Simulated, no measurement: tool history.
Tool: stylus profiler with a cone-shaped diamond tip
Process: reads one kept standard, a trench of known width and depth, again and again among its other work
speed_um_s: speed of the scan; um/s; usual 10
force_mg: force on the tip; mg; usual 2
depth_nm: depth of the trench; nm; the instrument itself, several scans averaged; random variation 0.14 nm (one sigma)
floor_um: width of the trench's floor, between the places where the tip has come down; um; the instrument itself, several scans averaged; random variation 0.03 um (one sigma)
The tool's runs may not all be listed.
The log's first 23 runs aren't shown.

| run | hour | speed_um_s | force_mg | depth_nm | floor_um |
|---|---|---|---|---|---|
| 24 | 740.2 | 25 | 3.56 | 507.37 | 26.2 |
| 25 | 773.6 | 25 | 3.56 | 507.45 | 26.16 |
| 26 | 818.4 | 25 | 3.56 | 507.66 | 26.15 |
| 27 | 847.4 | 25 | 3.56 | 507.32 | 26.08 |
| 28 | 895.5 | 32 | 1.08 | 504.81 | 26.04 |
| 29 | 939.2 | 26 | 1.32 | 505.07 | 26.06 |
| 30 | 959.1 | 10 | 5.89 | 509.71 | 26.14 |
| 31 | 997.4 | 10 | 5.89 | 510 | 26.13 |
| 32 | 1028.7 | 10 | 5.89 | 509.72 | 26.09 |
| 33 | 1051.9 | 10 | 5.89 | 509.82 | 26.15 |
| 34 | 1091.8 | 17 | 5.89 | 509.81 | 26 |
| 35 | 1136.9 | 17 | 5.89 | 510.15 | 26.04 |
| 36 | 1180.5 | 17 | 2.6 | 506.79 | 26.03 |
| 37 | 1210 | 15 | 2.6 | 506.57 | 25.99 |
| 38 | 1231.2 | 15 | 2.6 | 506.67 | 25.98 |
| 39 | 1253.1 | 10 | 2.17 | 506.3 | 26 |
| 40 | 1286.8 | 19 | 3.85 | 508.15 | 26.04 |
| 41 | 1312.1 | 5 | 2.34 | 506.6 | 26 |
| 42 | 1353.6 | 5 | 2.34 | 506.76 | 25.91 |
| 43 | 1374.3 | 5 | 2.34 | 506.83 | 26.02 |
| 44 | 1395.8 | 10 | 0.7 | 504.31 | 25.9 |
| 45 | 1442.9 | 7 | 1.55 | 505.89 | 25.93 |
| 46 | 1478.9 | 7 | 1.55 | 505.58 | 25.91 |

Forecast each of these 5 alternatives for the next run:
| A | 1519 | 4 | 4.55 | ? | ? |
| B | 1519 | 7 | 2.55 | ? | ? |
| C | 1519 | 7 | 1.55 | ? | ? |
| D | 1519 | 7 | 2.68 | ? | ? |
| E | 1519 | 22 | 1.49 | ? | ? |

| run | depth_nm | floor_um |
|---|---|---|
| A | 509.13 | 25.89 |
| B | 507.19 | 25.91 |
| C | 506.03 | 25.89 |
| D | 507.11 | 25.93 |
| E | 505.59 | 25.83 |
Without the tool's hidden state the same runs would have given:
| run | depth_nm | floor_um |
|---|---|---|
| A | 506.35 | 27.32 |
| B | 504.42 | 27.34 |
| C | 503.27 | 27.32 |
| D | 504.34 | 27.36 |
| E | 502.82 | 27.26 |
